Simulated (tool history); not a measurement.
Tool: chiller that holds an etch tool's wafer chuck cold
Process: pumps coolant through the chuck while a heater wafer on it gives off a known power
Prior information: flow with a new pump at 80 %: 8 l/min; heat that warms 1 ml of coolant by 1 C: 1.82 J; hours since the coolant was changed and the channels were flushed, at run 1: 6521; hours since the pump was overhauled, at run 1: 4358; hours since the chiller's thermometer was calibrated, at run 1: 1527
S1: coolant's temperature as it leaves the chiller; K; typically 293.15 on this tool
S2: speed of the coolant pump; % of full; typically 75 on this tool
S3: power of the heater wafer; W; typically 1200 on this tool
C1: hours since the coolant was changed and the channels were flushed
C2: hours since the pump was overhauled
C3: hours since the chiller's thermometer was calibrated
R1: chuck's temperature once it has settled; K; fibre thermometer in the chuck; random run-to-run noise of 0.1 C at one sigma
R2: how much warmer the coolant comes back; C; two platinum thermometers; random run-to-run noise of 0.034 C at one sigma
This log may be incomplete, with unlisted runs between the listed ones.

run,hour,S1,S2,S3,C1,C2,C3,R1,R2
1,0.0,293.15,75,1200,6521,4358,1527,307.35,5.45
2,116.7,290.15,75,1200,6637,4474,1643,304.55,5.42
3,325.0,293.15,68,1200,6846,4683,1852,308.95,5.98
4,423.5,293.15,68,1200,6944,4781,1950,308.85,6.03
5,641.3,293.15,68,1200,7162,4999,2168,309.05,6.01
6,779.3,293.15,92,1200,7300,5137,2306,305.35,4.47
7,945.5,293.15,75,1200,7466,5303,2472,307.75,5.55
8,1108.8,293.15,84,1200,7629,5466,2635,306.45,4.98
9,1321.1,293.15,84,1200,7842,5679,2848,306.55,4.90
10,1414.5,293.15,84,1200,7935,5772,2941,306.55,4.94
# hour 1559.4: chiller's thermometer calibrated
11,1577.9,290.15,84,1200,8098,5934,19,303.45,4.90
12,1803.2,290.15,67,951,8323,6160,244,303.35,4.92
13,1914.1,290.15,67,951,8434,6271,355,303.05,4.93
14,2093.8,293.15,94,972,8613,6450,534,302.95,3.64
15,2294.1,293.15,94,972,8814,6651,735,302.95,3.60
16,2419.2,293.15,74,972,8939,6776,860,305.45,4.53
17,2603.4,302.15,81,927,9123,6960,1044,312.95,3.96
18,2731.6,290.15,86,915,9251,7088,1172,300.25,3.72

Each run again, without the hidden state but with its own random variation kept:
Hidden state at play: heat passed by the chuck's channels, % of clean ones'; flow at a given pump speed, % of a new pump's; coolant's true temperature over the reading, C; drift of the gauge itself on chuck_c, C; drift of the gauge itself on warmer_back_c, C.
run,R1,R2
1,305.95,5.28
2,303.15,5.25
3,307.35,5.78
4,307.15,5.82
5,307.25,5.78
6,304.05,4.30
7,306.05,5.33
8,304.85,4.77
9,304.85,4.69
10,304.85,4.72
11,301.85,4.68
12,301.65,4.69
13,301.35,4.69
14,301.65,3.46
15,301.65,3.41
16,303.75,4.29
17,311.45,3.75
18,298.75,3.52
